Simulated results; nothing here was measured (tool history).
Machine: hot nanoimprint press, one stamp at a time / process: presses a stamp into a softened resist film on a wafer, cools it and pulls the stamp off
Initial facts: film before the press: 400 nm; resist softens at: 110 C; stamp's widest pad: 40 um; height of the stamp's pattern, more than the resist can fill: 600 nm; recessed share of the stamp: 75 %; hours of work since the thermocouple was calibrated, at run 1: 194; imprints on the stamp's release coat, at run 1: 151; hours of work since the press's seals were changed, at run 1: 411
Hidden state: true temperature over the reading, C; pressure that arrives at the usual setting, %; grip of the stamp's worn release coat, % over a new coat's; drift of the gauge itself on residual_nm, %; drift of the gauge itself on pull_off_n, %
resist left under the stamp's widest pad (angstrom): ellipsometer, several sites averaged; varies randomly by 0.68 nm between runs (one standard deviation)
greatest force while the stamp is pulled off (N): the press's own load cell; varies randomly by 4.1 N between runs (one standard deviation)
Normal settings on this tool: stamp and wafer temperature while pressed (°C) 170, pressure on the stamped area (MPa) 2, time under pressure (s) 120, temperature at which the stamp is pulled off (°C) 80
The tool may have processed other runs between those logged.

| run | hour | stamp and wafer temperature while pressed (°C) | pressure on the stamped area (MPa) | time under pressure (s) | temperature at which the stamp is pulled off (°C) | hours of work since the thermocouple was calibrated | imprints on the stamp's release coat | hours of work since the press's seals were changed | resist left under the stamp's widest pad (angstrom) | greatest force while the stamp is pulled off (N) |
|---|---|---|---|---|---|---|---|---|---|---|
| 1 | 0 | 170 | 2 | 120 | 80 | 194 | 151 | 411 | 1531 | 203 |
| 2 | 91.8 | 170 | 2 | 120 | 80 | 267 | 414 | 484 | 1510 | 224 |
| 3 | 147.3 | 170 | 2 | 120 | 80 | 311 | 573 | 528 | 1500 | 226 |
|  | 179.3 | plate thermocouple calibrated |
| 4 | 240.5 | 170 | 2.99 | 120 | 80 | 49 | 832 | 600 | 1258 | 256 |
| 5 | 297.4 | 164 | 2 | 120 | 80 | 94 | 995 | 645 | 2038 | 258 |
| 6 | 386.7 | 170 | 2 | 120 | 86 | 165 | 1251 | 716 | 1532 | 235 |
|  | 432.7 | stamp cleaned and given a new release coat |
| 7 | 450.2 | 170 | 1.35 | 120 | 80 | 211 | 50 | 762 | 1863 | 200 |
| 8 | 526.8 | 170 | 1.35 | 120 | 80 | 272 | 270 | 823 | 1856 | 214 |
| 9 | 571.1 | 170 | 1.35 | 120 | 80 | 307 | 397 | 858 | 1849 | 221 |
|  | 605 | plate thermocouple calibrated |
| 10 | 660.6 | 170 | 1.35 | 120 | 80 | 44 | 644 | 927 | 1916 | 239 |
| 11 | 745 | 170 | 1.22 | 120 | 80 | 112 | 886 | 995 | 2000 | 267 |
| 12 | 826.8 | 170 | 1.22 | 120 | 71 | 177 | 1121 | 1060 | 1973 | 339 |
|  | 919.2 | stamp cleaned and given a new release coat |
| 13 | 921.5 | 170 | 2 | 120 | 80 | 247 | 7 | 1130 | 1548 | 194 |
| 14 | 979.8 | 170 | 1.85 | 120 | 80 | 294 | 174 | 1177 | 1605 | 203 |
|  | 1036.4 | plate thermocouple calibrated |
|  | 1059.5 | press's hydraulic seals changed and the load cell set to zero |
| 15 | 1065 | 170 | 1.85 | 120 | 80 | 16 | 386 | 4 | 1597 | 222 |
| 16 | 1135.1 | 172 | 1.38 | 68 | 66 | 72 | 587 | 60 | 2070 | 313 |
| 17 | 1176.4 | 178 | 2.87 | 95 | 68 | 105 | 706 | 93 | 964 | 325 |
| 18 | 1237 | 164 | 1.43 | 120 | 80 | 153 | 879 | 141 | 2329 | 244 |
| 19 | 1305.3 | 164 | 1.43 | 120 | 80 | 208 | 1075 | 196 | 2312 | 264 |
| 20 | 1378.2 | 164 | 1.43 | 120 | 80 | 266 | 1284 | 254 | 2305 | 282 |
|  | 1415.6 | stamp cleaned and given a new release coat |
| 21 | 1461.1 | 164 | 1.43 | 120 | 80 | 327 | 130 | 315 | 2288 | 202 |
|  | 1472.6 | plate thermocouple calibrated |
| 22 | 1520.9 | 164 | 1.23 | 91 | 80 | 38 | 293 | 360 | 2697 | 218 |
| 23 | 1596.6 | 164 | 1.23 | 91 | 80 | 99 | 510 | 421 | 2676 | 236 |
| 24 | 1656.8 | 159 | 2.35 | 99 | 80 | 147 | 682 | 469 | 2502 | 241 |
| 25 | 1733.8 | 159 | 2 | 91 | 80 | 208 | 902 | 530 | 2669 | 266 |
| 26 | 1794.3 | 170 | 2 | 120 | 72 | 256 | 1076 | 578 | 1515 | 334 |
| 27 | 1870.7 | 170 | 2 | 120 | 72 | 317 | 1295 | 639 | 1514 | 356 |

Alternative continuations, all from the tool just after run 27; predict every row:
|  | 1899.5 | plate thermocouple calibrated |
|  | 1905.5 | stamp cleaned and given a new release coat |
| A | 1946.8 | 170 | 2 | 100 | 72 | 33 | 118 | 692 | ? | ? |
|  | 1899.5 | plate thermocouple calibrated |
|  | 1905.5 | stamp cleaned and given a new release coat |
| B | 1946.8 | 166 | 1.64 | 90 | 72 | 33 | 118 | 692 | ? | ? |
|  | 1899.5 | plate thermocouple calibrated |
|  | 1905.5 | stamp cleaned and given a new release coat |
| C | 1946.8 | 165 | 1.91 | 62 | 72 | 33 | 118 | 692 | ? | ? |
|  | 1899.5 | plate thermocouple calibrated |
|  | 1905.5 | stamp cleaned and given a new release coat |
| D | 1946.8 | 159 | 2 | 213 | 70 | 33 | 118 | 692 | ? | ? |
|  | 1899.5 | plate thermocouple calibrated |
|  | 1905.5 | stamp cleaned and given a new release coat |
| E | 1946.8 | 161 | 1.3 | 194 | 80 | 33 | 118 | 692 | ? | ? |

| run | resist left under the stamp's widest pad (angstrom) | greatest force while the stamp is pulled off (N) |
|---|---|---|
| A | 1695 | 255 |
| B | 2282 | 245 |
| C | 2488 | 251 |
| D | 2164 | 266 |
| E | 2428 | 200 |
Had the tool no hidden state, the same runs would have come out as:
| run | resist left under the stamp's widest pad (angstrom) | greatest force while the stamp is pulled off (N) |
|---|---|---|
| A | 1650 | 244 |
| B | 2234 | 235 |
| C | 2434 | 240 |
| D | 2108 | 255 |
| E | 2384 | 192 |
